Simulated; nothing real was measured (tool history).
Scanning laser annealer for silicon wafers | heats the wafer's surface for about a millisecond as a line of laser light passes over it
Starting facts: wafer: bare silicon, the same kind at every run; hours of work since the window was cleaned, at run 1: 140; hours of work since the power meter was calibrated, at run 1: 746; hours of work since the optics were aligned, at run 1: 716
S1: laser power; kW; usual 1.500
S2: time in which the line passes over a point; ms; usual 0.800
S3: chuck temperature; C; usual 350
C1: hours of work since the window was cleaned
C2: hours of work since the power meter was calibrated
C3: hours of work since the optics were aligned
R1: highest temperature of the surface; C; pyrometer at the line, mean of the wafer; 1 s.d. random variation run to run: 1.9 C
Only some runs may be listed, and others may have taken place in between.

run 1 hour=0.0 | S1=1.500 S2=0.800 S3=350 | C1=140 C2=746 C3=716 | R1=1063
run 2 hour=17.8 | S1=1.500 S2=0.800 S3=350 | C1=153 C2=759 C3=729 | R1=1064
run 3 hour=38.9 | S1=1.500 S2=0.800 S3=350 | C1=168 C2=774 C3=744 | R1=1058
run 4 hour=65.5 | S1=1.280 S2=0.800 S3=350 | C1=186 C2=793 C3=762 | R1=946
run 5 hour=80.9 | S1=1.280 S2=0.800 S3=350 | C1=197 C2=804 C3=773 | R1=946
run 6 hour=106.9 | S1=1.280 S2=0.800 S3=350 | C1=216 C2=822 C3=792 | R1=945
run 7 hour=136.3 | S1=1.280 S2=0.800 S3=350 | C1=236 C2=843 C3=812 | R1=946
run 8 hour=159.3 | S1=1.280 S2=0.574 S3=350 | C1=252 C2=859 C3=829 | R1=850
run 9 hour=184.5 | S1=1.280 S2=0.574 S3=350 | C1=270 C2=877 C3=846 | R1=852
run 10 hour=211.0 | S1=1.500 S2=0.800 S3=321 | C1=289 C2=895 C3=865 | R1=1017
run 11 hour=223.3 | S1=1.500 S2=0.800 S3=374 | C1=298 C2=904 C3=874 | R1=1072
run 12 hour=242.2 | S1=1.500 S2=0.800 S3=374 | C1=311 C2=917 C3=887 | R1=1068
run 13 hour=262.7 | S1=1.377 S2=0.800 S3=374 | C1=325 C2=932 C3=902 | R1=1008
-- hour=273.3 window over the wafer cleaned
run 14 hour=295.0 | S1=1.377 S2=0.800 S3=374 | C1=15 C2=953 C3=923 | R1=988
run 15 hour=324.1 | S1=1.377 S2=0.800 S3=374 | C1=36 C2=974 C3=943 | R1=990
-- hour=343.1 optics aligned, line set to its width
run 16 hour=356.2 | S1=1.377 S2=0.800 S3=374 | C1=55 C2=993 C3=9 | R1=1004
run 17 hour=375.9 | S1=1.377 S2=0.800 S3=374 | C1=69 C2=1007 C3=23 | R1=1001
run 18 hour=397.5 | S1=1.574 S2=0.800 S3=374 | C1=84 C2=1022 C3=38 | R1=1096
run 19 hour=421.1 | S1=1.500 S2=0.800 S3=350 | C1=101 C2=1038 C3=55 | R1=1034
-- hour=435.9 window over the wafer cleaned, once more
run 20 hour=446.6 | S1=1.500 S2=0.785 S3=350 | C1=8 C2=1055 C3=72 | R1=1077
run 21 hour=476.5 | S1=1.500 S2=0.785 S3=350 | C1=29 C2=1076 C3=93 | R1=1079
run 22 hour=503.7 | S1=1.543 S2=0.785 S3=350 | C1=48 C2=1095 C3=112 | R1=1098
run 23 hour=522.3 | S1=1.543 S2=0.785 S3=350 | C1=61 C2=1108 C3=125 | R1=1094
run 24 hour=549.6 | S1=1.500 S2=0.944 S3=331 | C1=80 C2=1128 C3=144 | R1=1122
run 25 hour=564.5 | S1=1.500 S2=0.730 S3=350 | C1=91 C2=1138 C3=155 | R1=1046
run 26 hour=592.0 | S1=1.566 S2=0.800 S3=344 | C1=110 C2=1158 C3=174 | R1=1104
run 27 hour=619.9 | S1=1.405 S2=0.995 S3=370 | C1=130 C2=1177 C3=194 | R1=1121
run 28 hour=649.2 | S1=1.405 S2=0.995 S3=311 | C1=150 C2=1198 C3=214 | R1=1060
run 29 hour=675.6 | S1=1.405 S2=0.995 S3=311 | C1=169 C2=1217 C3=233 | R1=1057
run 30 hour=705.3 | S1=1.500 S2=0.572 S3=337 | C1=190 C2=1237 C3=254 | R1=942
run 31 hour=732.3 | S1=1.500 S2=0.572 S3=337 | C1=209 C2=1257 C3=273 | R1=947
run 32 hour=744.7 | S1=1.461 S2=0.709 S3=332 | C1=218 C2=1265 C3=282 | R1=987
run 33 hour=761.6 | S1=1.461 S2=0.709 S3=332 | C1=230 C2=1277 C3=294 | R1=983
run 34 hour=787.0 | S1=1.641 S2=0.709 S3=332 | C1=248 C2=1295 C3=312 | R1=1067
run 35 hour=816.7 | S1=1.500 S2=0.800 S3=369 | C1=269 C2=1316 C3=333 | R1=1077
run 36 hour=833.4 | S1=1.500 S2=0.800 S3=369 | C1=280 C2=1328 C3=344 | R1=1077
run 37 hour=853.8 | S1=1.373 S2=0.794 S3=372 | C1=295 C2=1342 C3=359 | R1=1012
run 38 hour=880.3 | S1=1.373 S2=0.794 S3=372 | C1=313 C2=1361 C3=377 | R1=1011
run 39 hour=895.2 | S1=1.373 S2=0.794 S3=372 | C1=324 C2=1371 C3=388 | R1=1007
-- hour=908.0 window over the wafer cleaned
run 40 hour=917.2 | S1=1.373 S2=0.794 S3=372 | C1=6 C2=1385 C3=402 | R1=1031
run 41 hour=946.5 | S1=1.373 S2=0.794 S3=372 | C1=27 C2=1406 C3=423 | R1=1029
run 42 hour=973.4 | S1=1.373 S2=0.794 S3=372 | C1=46 C2=1425 C3=442 | R1=1027

Hidden state at the last listed run before each entry between runs and at the first one after, where it differs:
In the gap between runs 13 and 14: window over the wafer cleaned (hour 273.3)
  light that passes the window, % of a clean one's: 96.49 -> 94.19; laser's true power over the reading, %: -1.12 -> -1.14; width of the line over the set one, %: 4.96 -> 5.07
  the result without the hidden state subtracted from the measured one, R1: -51 -> -68 C
In the gap between runs 15 and 16: optics aligned, line set to its width (hour 343.1)
  light that passes the window, % of a clean one's: 93.96 -> 93.74; laser's true power over the reading, %: -1.16 -> -1.17; width of the line over the set one, %: 5.16 -> 0.16
  the result without the hidden state subtracted from the measured one, R1: -70 -> -54 C
In the gap between runs 19 and 20: window over the wafer cleaned, once more (hour 435.9)
  light that passes the window, % of a clean one's: 93.29 -> 99.8; laser's true power over the reading, %: -1.21 -> -1.22; width of the line over the set one, %: 0.39 -> 0.47
  the result without the hidden state subtracted from the measured one, R1: -63 -> -14 C
In the gap between runs 39 and 40: window over the wafer cleaned (hour 908.0)
  light that passes the window, % of a clean one's: 96.5 -> 99.89; laser's true power over the reading, %: -1.51 -> -1.52; width of the line over the set one, %: 2.11 -> 2.18
  the result without the hidden state subtracted from the measured one, R1: -43 -> -20 C
